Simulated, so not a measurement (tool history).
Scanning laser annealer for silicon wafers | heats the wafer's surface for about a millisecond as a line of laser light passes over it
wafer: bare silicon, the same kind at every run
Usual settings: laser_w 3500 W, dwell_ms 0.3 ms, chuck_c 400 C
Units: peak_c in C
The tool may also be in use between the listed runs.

run	day	laser_w	dwell_ms	chuck_c	peak_c
1	0	3500	0.3	400	1106
2	0.292	3500	0.3	400	1107
3	0.812	3500	0.3	400	1106
4	1.479	3500	0.3	400	1106
5	1.817	3500	0.3	400	1106
6	2.35	3758	0.3	400	1160
7	3.021	3500	0.3	400	1107
8	3.642	3500	0.3	400	1103
9	4.217	3500	0.3	400	1103
10	4.871	3247	0.3	400	1051
# day 5.083: window over the wafer cleaned
11	5.3	3247	0.3	400	1067
12	5.579	3247	0.3	400	1068
13	6.225	3247	0.3	400	1068
14	6.758	3247	0.3	400	1066
15	7.233	3247	0.3	400	1066
16	7.912	3500	0.3	400	1121
17	8.504	3500	0.3	400	1124
18	9.104	3500	0.3	400	1123
19	9.562	3500	0.3	400	1122
20	10.192	3500	0.3	400	1119
21	10.625	3823	0.353	408	1268
22	11.217	3500	0.33	413	1169
23	11.846	3285	0.331	400	1108
24	12.217	3500	0.236	407	1046

The next listed run, before its measurement:
# day 12.792: optics aligned, line set to its width
25	12.912	3197	0.307	423	?

{"run 25": {"peak_c": 1082}}
Without the tool's hidden state the same run would have given peak_c 1102 C.

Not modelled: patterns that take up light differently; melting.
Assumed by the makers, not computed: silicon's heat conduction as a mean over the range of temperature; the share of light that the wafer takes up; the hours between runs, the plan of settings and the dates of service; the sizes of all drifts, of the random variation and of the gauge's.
